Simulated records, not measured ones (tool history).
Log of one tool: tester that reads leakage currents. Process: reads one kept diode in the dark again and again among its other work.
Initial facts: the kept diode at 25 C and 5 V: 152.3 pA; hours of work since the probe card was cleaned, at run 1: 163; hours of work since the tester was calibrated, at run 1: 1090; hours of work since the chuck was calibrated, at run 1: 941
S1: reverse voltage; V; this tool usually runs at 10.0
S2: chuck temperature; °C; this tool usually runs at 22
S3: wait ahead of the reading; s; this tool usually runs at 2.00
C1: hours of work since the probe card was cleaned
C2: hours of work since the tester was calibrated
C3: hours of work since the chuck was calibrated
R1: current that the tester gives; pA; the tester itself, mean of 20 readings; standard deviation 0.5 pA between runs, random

run,hour,S1,S2,S3,C1,C2,C3,R1
1,0.0,10.0,22,2.00,163,1090,941,167.04
2,50.2,10.0,22,2.00,194,1120,972,167.32
3,94.6,10.0,22,2.00,221,1148,1000,167.25
4,117.4,10.0,22,2.00,235,1162,1014,166.62
5,146.1,10.0,22,2.00,253,1179,1031,166.88
6,189.4,10.0,22,1.40,279,1206,1058,167.84
7,226.3,10.0,22,2.00,302,1229,1080,166.72
8,275.8,7.1,22,2.00,333,1259,1111,138.18
9,321.1,7.6,32,2.00,360,1287,1139,369.38
10,343.4,3.9,29,3.48,374,1301,1152,192.66
11,391.0,1.8,36,2.00,403,1330,1182,239.27
12,440.7,1.8,36,2.00,434,1360,1212,239.59
13,475.6,1.8,36,2.00,455,1382,1234,239.76
14,509.4,1.8,36,2.00,476,1403,1254,239.15

5 options for the next run, each taken on its own from the tool as it stands now. Forecast them:
A,535.9,10.0,22,2.00,492,1419,1271,?
B,535.9,10.0,22,0.31,492,1419,1271,?
C,535.9,1.2,28,1.09,492,1419,1271,?
D,535.9,1.8,21,3.65,492,1419,1271,?
E,535.9,3.4,31,2.00,492,1419,1271,?

run,R1
A,167.92
B,170.79
C,92.65
D,59.30
E,215.99
What these runs would have given with no unlogged condition in the tool:
run,R1
A,168.42
B,171.29
C,92.97
D,59.50
E,216.70

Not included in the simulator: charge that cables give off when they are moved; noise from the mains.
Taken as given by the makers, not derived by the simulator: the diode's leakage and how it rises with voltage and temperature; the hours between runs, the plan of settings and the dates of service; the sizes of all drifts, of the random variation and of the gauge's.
